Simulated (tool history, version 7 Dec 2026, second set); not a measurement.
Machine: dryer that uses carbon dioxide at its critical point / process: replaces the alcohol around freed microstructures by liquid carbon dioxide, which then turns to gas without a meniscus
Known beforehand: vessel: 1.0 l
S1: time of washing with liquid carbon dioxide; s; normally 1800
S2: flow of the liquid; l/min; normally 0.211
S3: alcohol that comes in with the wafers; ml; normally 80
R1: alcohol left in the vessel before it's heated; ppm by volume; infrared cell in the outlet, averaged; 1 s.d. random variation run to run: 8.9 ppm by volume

| run | hour | S1 | S2 | S3 | R1 |
|---|---|---|---|---|---|
| 1 | 0 | 1800 | 0.211 | 80 | 921 |
| 2 | 27.5 | 1800 | 0.211 | 29 | 341 |
| 3 | 60.4 | 1800 | 0.211 | 29 | 371 |
| 4 | 90.8 | 1980 | 0.211 | 29 | 254 |
| 5 | 119 | 1980 | 0.211 | 29 | 248 |
| 6 | 142.5 | 1980 | 0.211 | 29 | 256 |
| 7 | 164.8 | 1980 | 0.211 | 29 | 269 |
| 8 | 204.2 | 1980 | 0.211 | 29 | 281 |
| 9 | 236.1 | 1200 | 0.211 | 80 | 4572 |
| 10 | 253.6 | 1200 | 0.211 | 80 | 4691 |
| 11 | 281.8 | 2520 | 0.211 | 80 | 225 |
| 12 | 303.9 | 2520 | 0.211 | 80 | 238 |
| 13 | 338.4 | 1800 | 0.186 | 80 | 1956 |
| 14 | 375.7 | 1800 | 0.186 | 80 | 2024 |
| 15 | 395.2 | 1800 | 0.186 | 80 | 1966 |
| 16 | 418 | 1800 | 0.211 | 80 | 1281 |
| 17 | 437.3 | 1620 | 0.211 | 80 | 1948 |
|  | 462.7 | inlet filter changed |
| 18 | 464.1 | 1620 | 0.301 | 80 | 168 |
| 19 | 486.5 | 1620 | 0.301 | 80 | 160 |
| 20 | 520 | 1320 | 0.211 | 80 | 2037 |
| 21 | 544.2 | 1320 | 0.211 | 36 | 938 |
| 22 | 562.6 | 1800 | 0.298 | 80 | 107 |
| 23 | 579.4 | 1800 | 0.298 | 80 | 112 |
| 24 | 601.7 | 1800 | 0.298 | 80 | 105 |
| 25 | 636.1 | 1320 | 0.136 | 28 | 2624 |

For run 26, what comes out?
| 26 | 660.4 | 1320 | 0.304 | 34 | ? |

Run 26 came out at R1 236 ppm by volume.
Take away the tool's hidden state, keep the run-to-run variation as it was, and the same run would have given R1 173 ppm by volume.

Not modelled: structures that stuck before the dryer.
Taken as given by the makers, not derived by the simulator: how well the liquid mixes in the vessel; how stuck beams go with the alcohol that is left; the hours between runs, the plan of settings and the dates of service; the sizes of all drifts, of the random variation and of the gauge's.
